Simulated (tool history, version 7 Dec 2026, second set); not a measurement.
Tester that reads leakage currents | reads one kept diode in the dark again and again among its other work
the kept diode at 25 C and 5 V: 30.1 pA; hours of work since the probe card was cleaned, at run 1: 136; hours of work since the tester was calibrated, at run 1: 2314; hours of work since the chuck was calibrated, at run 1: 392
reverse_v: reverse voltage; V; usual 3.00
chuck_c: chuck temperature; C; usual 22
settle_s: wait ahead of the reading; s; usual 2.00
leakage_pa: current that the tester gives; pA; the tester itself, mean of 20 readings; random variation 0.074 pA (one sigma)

run	hour	reverse_v	chuck_c	settle_s	hours of work since the probe card was cleaned	hours of work since the tester was calibrated	hours of work since the chuck was calibrated	leakage_pa
1	0.0	3.00	22	2.00	136	2314	392	18.33
2	128.3	3.00	22	1.25	190	2368	446	18.75
3	255.6	3.00	22	1.25	244	2422	500	18.70
4	350.9	3.00	22	2.00	284	2462	540	18.44
5	417.5	3.00	22	2.00	312	2490	568	18.30
6	525.3	3.00	22	2.00	358	2536	613	18.32
7	676.1	3.00	32	2.00	421	2599	677	43.31
8	826.3	3.00	32	2.00	484	2662	740	43.23
# hour 964.4: chuck's temperature calibrated
9	972.6	3.00	32	2.00	545	2723	3	43.27
10	1056.6	3.00	32	2.00	581	2759	39	43.18
11	1207.8	3.00	32	2.00	644	2822	103	43.38
12	1306.1	3.00	32	2.00	686	2864	144	43.68
13	1373.4	3.00	22	2.00	714	2892	172	18.42
14	1446.0	3.00	22	2.00	745	2923	203	18.31
15	1574.2	3.00	22	2.00	799	2977	257	18.33
16	1679.2	3.00	22	2.00	843	3021	301	18.42
17	1812.9	3.00	46	2.00	899	3077	357	134.09
18	1927.4	3.00	22	0.40	947	3126	406	20.56
19	2024.4	3.00	22	0.40	988	3166	447	20.65
20	2167.7	5.51	52	2.75	1049	3227	507	285.89
21	2285.1	2.17	22	2.00	1098	3276	556	15.57
22	2383.1	1.01	53	2.00	1139	3317	598	130.65
23	2454.0	3.00	27	3.47	1169	3347	628	27.98
24	2593.2	1.54	22	2.00	1228	3406	686	12.96
25	2710.9	1.57	38	2.00	1277	3456	736	51.15
26	2815.9	6.52	27	1.15	1322	3500	780	43.10
# hour 2869.8: chuck's temperature calibrated
27	2961.2	19.91	31	1.39	1382	3560	39	107.62
28	3119.5	14.66	49	2.52	1449	3627	105	375.97

Run 29 comes next. What will it give?
29	3210.9	1.03	33	2.00	1487	3665	144	?

leakage_pa: 27.22 pA
Without the tool's hidden state the same run would have given leakage_pa 27.22 pA.

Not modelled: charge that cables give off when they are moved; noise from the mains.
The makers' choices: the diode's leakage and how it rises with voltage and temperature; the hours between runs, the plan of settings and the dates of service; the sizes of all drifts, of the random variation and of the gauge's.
